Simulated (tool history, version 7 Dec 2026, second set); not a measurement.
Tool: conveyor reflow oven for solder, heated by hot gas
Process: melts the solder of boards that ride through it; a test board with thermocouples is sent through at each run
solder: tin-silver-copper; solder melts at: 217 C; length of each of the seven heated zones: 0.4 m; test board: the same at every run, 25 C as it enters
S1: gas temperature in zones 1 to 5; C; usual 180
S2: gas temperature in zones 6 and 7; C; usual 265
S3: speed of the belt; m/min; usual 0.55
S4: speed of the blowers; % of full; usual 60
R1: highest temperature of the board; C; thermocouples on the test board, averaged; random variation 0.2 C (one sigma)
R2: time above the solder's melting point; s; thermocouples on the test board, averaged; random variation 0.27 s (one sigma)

Run 1, day 0: usual settings. Result: R1 248.6 C, R2 63.8 s.
Run 2, day 0.425: usual settings. Result: R1 248.3 C, R2 63.6 s.
Run 3, day 0.867: usual settings. Result: R1 248.2 C, R2 63.9 s.
Run 4, day 1.154: usual settings but S4 84 % of full. Result: R1 252.6 C, R2 69 s.
Run 5, day 1.362: usual settings but S1 181 C. Result: R1 248.6 C, R2 64.5 s.
Run 6, day 1.6: usual settings but S1 181 C. Result: R1 248.3 C, R2 64.4 s.
Run 7, day 1.946: usual settings but S1 181 C. Result: R1 248.2 C, R2 64 s.
Run 8, day 2.446: usual settings but S1 181 C. Result: R1 248.5 C, R2 63.8 s.
Run 9, day 2.896: usual settings but S1 181 C. Result: R1 248 C, R2 63.8 s.
Run 10, day 3.329: usual settings but S4 72 % of full. Result: R1 250.2 C, R2 66.2 s.
Run 11, day 3.575: usual settings. Result: R1 247.6 C, R2 63 s.
Run 12, day 4.062: usual settings. Result: R1 247.6 C, R2 63.2 s.
Run 13, day 4.525: usual settings. Result: R1 247.5 C, R2 62.8 s.
Run 14, day 4.754: usual settings but S1 176 C. Result: R1 247.4 C, R2 60.2 s.
Run 15, day 5: usual settings but S3 0.649 m/min. Result: R1 241.7 C, R2 45.5 s.
Run 16, day 5.383: usual settings. Result: R1 248 C, R2 63.6 s.
Run 17, day 5.617: usual settings but S1 181 C. Result: R1 248 C, R2 63.7 s.
Run 18, day 5.95: usual settings but S2 257 C. Result: R1 240.9 C, R2 55.7 s.
Run 19, day 6.179: usual settings but S1 184 C, S3 0.485 m/min. Result: R1 252.7 C, R2 79.6 s.
Run 20, day 6.558: usual settings but S1 181 C, S4 58 % of full. Result: R1 247.4 C, R2 63.1 s.
Run 21, day 7.017: usual settings but S1 167 C, S2 263 C, S3 0.594 m/min, S4 73 % of full. Result: R1 243.3 C, R2 49 s.
Run 22, day 7.317: usual settings but S3 0.458 m/min, S4 58 % of full. Result: R1 252.8 C, R2 83.4 s.
At day 7.567: flux residue cleaned out of gas plates and filters.
Run 23, day 7.929: usual settings but S1 179 C, S2 271 C, S3 0.555 m/min, S4 51 % of full. Result: R1 248.4 C, R2 61 s.
Run 24, day 8.392: usual settings but S1 179 C, S2 271 C, S3 0.555 m/min, S4 51 % of full. Result: R1 248 C, R2 60.5 s.
Run 25, day 8.754: usual settings but S1 169 C, S4 72 % of full. Result: R1 246.3 C, R2 57.3 s.
Run 26, day 9.15: usual settings but S1 169 C, S4 72 % of full. Result: R1 246.3 C, R2 57.2 s.
At day 9.788: flux residue cleaned out of gas plates and filters, once more.
Run 27, day 9.788: usual settings but S1 168 C, S2 261 C, S3 0.544 m/min. Result: R1 244.3 C, R2 55.8 s.
Run 28, day 10.142: usual settings but S1 167 C. Result: R1 247.1 C, R2 57.6 s.
Run 29, day 10.454: usual settings but S1 167 C. Result: R1 246.9 C, R2 57.8 s.
Run 30, day 10.883: usual settings but S1 167 C. Result: R1 247.3 C, R2 57.5 s.
Run 31, day 11.171: usual settings but S1 167 C, S2 268 C, S3 0.648 m/min. Result: R1 243.1 C, R2 42.9 s.

3 ways to go on from here, each from the tool as it stands after run 31. What would each give?
Run A, day 11.588: usual settings but S1 191 C, S4 79 % of full. Result: R1 ?, R2 ?.
Run B, day 11.588: usual settings but S1 166 C. Result: R1 ?, R2 ?.
Run C, day 11.588: usual settings but S1 167 C. Result: R1 ?, R2 ?.

run     R1    R2
  A    255    77
  B  246.8  57.3
  C  247.3  57.7
Without the tool's hidden state the same runs would have given:
run     R1    R2
  A  253.8  75.8
  B  245.7  55.9
  C  246.2  56.3

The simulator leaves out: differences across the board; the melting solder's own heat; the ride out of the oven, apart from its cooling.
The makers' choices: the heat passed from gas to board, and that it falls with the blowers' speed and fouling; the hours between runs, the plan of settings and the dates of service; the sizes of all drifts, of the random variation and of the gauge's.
